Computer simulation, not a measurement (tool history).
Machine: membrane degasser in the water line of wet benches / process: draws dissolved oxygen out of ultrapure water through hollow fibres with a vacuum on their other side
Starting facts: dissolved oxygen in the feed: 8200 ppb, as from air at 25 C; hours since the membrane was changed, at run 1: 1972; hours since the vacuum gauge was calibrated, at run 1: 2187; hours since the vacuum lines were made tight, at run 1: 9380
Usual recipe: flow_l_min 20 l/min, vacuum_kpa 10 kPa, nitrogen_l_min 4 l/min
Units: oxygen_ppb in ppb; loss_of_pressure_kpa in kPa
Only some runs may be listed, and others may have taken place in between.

run	hour	flow_l_min	vacuum_kpa	nitrogen_l_min	hours since the membrane was changed	hours since the vacuum gauge was calibrated	hours since the vacuum lines were made tight	oxygen_ppb	loss_of_pressure_kpa
1	0	20	10	4	1972	2187	9380	90.2	47.21
2	42	20	10	4	2014	2229	9422	91.2	47.07
3	81.2	20	16.1	4	2053	2268	9461	164.4	47.27
4	128.9	20	16.1	4	2100	2316	9509	165.7	47.73
5	170.9	20	10	4	2142	2358	9551	90.9	47.33
6	195.7	20	10	4	2167	2382	9576	91	47.29
7	218.9	20	10	4	2190	2406	9599	91.4	47.03
8	270.7	20	10	4	2242	2457	9651	90.2	47.03
9	321.7	20	17.4	4	2293	2508	9702	176.3	47.2
10	346.9	17	10	4	2318	2534	9727	76.6	40.2
11	395.5	17	10	4	2367	2582	9776	77.3	40.24
12	424.8	15	10	4	2396	2611	9805	66.2	35.42
13	469.4	20	10.5	4	2441	2656	9849	96	47.35
14	492.9	20	10	2.52	2464	2680	9873	135.9	47.31
15	522.9	20	10	5.2	2494	2709	9903	72.5	47.58
16	562.1	20	10	5.2	2534	2749	9942	71.8	47.55
17	593.3	20	10	5.2	2565	2780	9973	71.8	47.14
18	627.7	13	13.9	8.9	2599	2814	10008	41.9	30.87
19	670.7	30	7.6	11.35	2642	2857	10051	49.5	70.44
20	708.1	30	7.6	11.35	2680	2895	10088	49.2	70.83
21	742.4	30	16.3	11.35	2714	2929	10122	104.4	71.19
22	774.6	20	17.5	8.71	2746	2961	10155	89.5	47.28
23	805.4	20	8.9	2.76	2777	2992	10185	106	47.38
24	838.7	20	8.9	2.76	2810	3025	10219	107	47.55
25	877.5	20	8.9	2.76	2849	3064	10258	106.3	47.1
26	912.8	20	11.1	4	2884	3099	10293	103.4	47.16
27	945.5	17	7.6	3.1	2917	3132	10326	64.2	40.21
# hour 989.3: vacuum gauge calibrated
28	997.9	17	7.6	3.1	2969	9	10377	64.2	39.99
29	1027.8	20	12.5	1.69	2999	39	10407	258.9	47.23
30	1066.8	20	10	2.04	3038	77	10446	164.1	47.61
31	1115.1	20	10	2.04	3086	126	10495	163.6	47.22
32	1154.6	20	10	2.04	3126	165	10534	164.3	47.54
33	1193.9	16	10.9	3.36	3165	205	10573	93.7	37.95

Below are 3 alternative next runs, each starting from the tool's condition after run 33. Predict each:
A	1241.5	16	10.9	8.7	3213	252	10621	?	?
B	1241.5	16	10.9	4.74	3213	252	10621	?	?
C	1241.5	21	10	4	3213	252	10621	?	?

run	oxygen_ppb	loss_of_pressure_kpa
A	40	37.96
B	69.1	37.87
C	96.3	49.62
The same runs, with their run-to-run variation unchanged, on a tool lacking any hidden condition would have given:
run	oxygen_ppb	loss_of_pressure_kpa
A	40	37.95
B	69.1	37.86
C	96.3	49.61

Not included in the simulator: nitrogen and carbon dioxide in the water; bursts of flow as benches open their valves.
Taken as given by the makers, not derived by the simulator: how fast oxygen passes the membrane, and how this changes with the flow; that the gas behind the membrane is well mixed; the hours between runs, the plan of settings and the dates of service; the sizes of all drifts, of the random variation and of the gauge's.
